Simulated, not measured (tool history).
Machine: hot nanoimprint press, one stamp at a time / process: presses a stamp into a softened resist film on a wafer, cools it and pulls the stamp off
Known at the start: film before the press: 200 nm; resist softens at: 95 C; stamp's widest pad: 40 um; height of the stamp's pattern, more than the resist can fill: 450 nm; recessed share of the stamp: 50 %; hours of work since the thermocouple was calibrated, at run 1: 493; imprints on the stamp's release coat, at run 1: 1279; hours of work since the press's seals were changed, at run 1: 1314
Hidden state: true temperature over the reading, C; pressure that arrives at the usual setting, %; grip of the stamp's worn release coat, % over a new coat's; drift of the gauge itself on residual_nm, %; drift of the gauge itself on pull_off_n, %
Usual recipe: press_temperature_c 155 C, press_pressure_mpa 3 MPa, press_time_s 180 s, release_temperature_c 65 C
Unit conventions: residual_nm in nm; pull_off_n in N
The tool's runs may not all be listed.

run,day,press_temperature_c,press_pressure_mpa,press_time_s,release_temperature_c,hours of work since the thermocouple was calibrated,imprints on the stamp's release coat,hours of work since the press's seals were changed,residual_nm,pull_off_n
1,0,155,3,180,65,493,1279,1314,83.3,131
2,0.917,155,3,180,65,509,1330,1329,82.8,137
# day 1.921: plate thermocouple calibrated
3,2.775,163,3,180,65,15,1427,1359,54.6,134
# day 4.292: press's hydraulic seals changed and the load cell set to zero
4,4.775,160,3,180,65,44,1521,8,63.8,133
5,6.079,155,3,180,62,66,1594,31,83.3,137
6,7.717,155,3,123,65,94,1686,59,93.8,134
7,9.533,155,3,123,65,126,1787,91,93.7,132
# day 9.896: stamp cleaned and given a new release coat
8,10.9,155,3,123,65,145,56,110,95.7,133
9,12.388,155,3,302,65,171,139,136,68.5,132
10,13.804,155,3,302,65,195,219,160,69.2,128
11,15.517,155,3,302,65,225,315,190,68.7,132
12,16.712,155,3,302,65,246,382,210,68.8,132
13,18.475,150,2.2,180,65,276,481,241,124,133
14,19.317,150,2.2,180,65,291,528,255,126.9,133
15,20.342,161,3,118,56,308,585,273,71.1,142
16,21.708,153,3,180,65,332,662,297,93.6,131
17,23.238,154,3,180,66,358,748,323,87.6,132
18,24.596,151,1.92,243,58,382,824,347,116.2,135
19,25.421,150,3.37,287,65,396,870,361,87.3,133
20,26.367,155,3.85,180,65,412,923,377,73.8,133

Predict each of these 5 candidate next runs independently; none follows another, all start after run 20:
A,28.221,145,3,180,65,444,1027,409,?,?
B,28.221,147,3,135,72,444,1027,409,?,?
C,28.221,155,2.1,180,65,444,1027,409,?,?
D,28.221,155,3.85,196,65,444,1027,409,?,?
E,28.221,155,4.01,180,62,444,1027,409,?,?

run,residual_nm,pull_off_n
A,138.4,135
B,135.4,125
C,100.6,131
D,71.2,135
E,69.4,138
Had the tool no hidden state, the same runs would have come out as:
run,residual_nm,pull_off_n
A,138.6,134
B,135.5,125
C,100.8,131
D,71.3,135
E,69.5,138

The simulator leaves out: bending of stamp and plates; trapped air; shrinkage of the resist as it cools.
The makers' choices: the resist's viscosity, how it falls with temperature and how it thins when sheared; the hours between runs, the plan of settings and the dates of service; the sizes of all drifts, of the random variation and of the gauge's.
